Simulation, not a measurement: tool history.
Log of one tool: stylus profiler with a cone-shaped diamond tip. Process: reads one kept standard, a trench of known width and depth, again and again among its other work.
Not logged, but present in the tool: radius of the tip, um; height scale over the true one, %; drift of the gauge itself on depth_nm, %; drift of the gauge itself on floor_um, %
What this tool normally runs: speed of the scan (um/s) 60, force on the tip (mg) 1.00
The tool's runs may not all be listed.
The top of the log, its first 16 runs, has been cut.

run    hour  speed of the scan (um/s)  force on the tip (mg)  scans with this tip  hours of work since the height scale was calibrated  depth of the trench (Å)  width of the trench's floor (nm)
 17  1068.5                        60                   1.00                 6278                                                  872                   5030.1                             46910
 18  1123.3                        60                   1.00                 6511                                                  904                   5028.9                             46870
 19  1184.1                        60                   1.00                 6769                                                  940                   5027.6                             46900
 20  1233.3                        73                   1.00                 6978                                                  969                   5027.7                             46760
 21  1301.0                        73                   1.00                 7266                                                 1009                   5028.5                             46750
 22  1382.5                        60                   1.00                 7612                                                 1057                   5030.3                             46850
 23  1465.1                        60                   1.00                 7962                                                 1105                   5027.5                             46880
 24  1499.6                        60                   1.00                 8109                                                 1126                   5026.6                             46900
 25  1579.2                        82                   2.71                 8447                                                 1173                   5053.9                             46930
 26  1629.2                       201                   2.84                 8660                                                 1202                   5055.7                             46430
 27  1711.3                       201                   2.84                 9008                                                 1251                   5057.5                             46430
 28  1751.0                        16                   0.44                 9177                                                 1274                   5017.9                             47110
 29  1825.3                        60                   0.63                 9493                                                 1318                   5019.7                             46780
 30  1887.2                        60                   0.51                 9756                                                 1354                   5015.4                             46700

The next listed run, before its measurement:
 31  1931.4                        60                   0.78                 9943                                                 1380                        ?                                 ?

Run 31 measured depth of the trench (Å) 5023.2, width of the trench's floor (nm) 46800.
Without the tool's hidden state the same run would have given depth of the trench (Å) 5023.4, width of the trench's floor (nm) 46830.
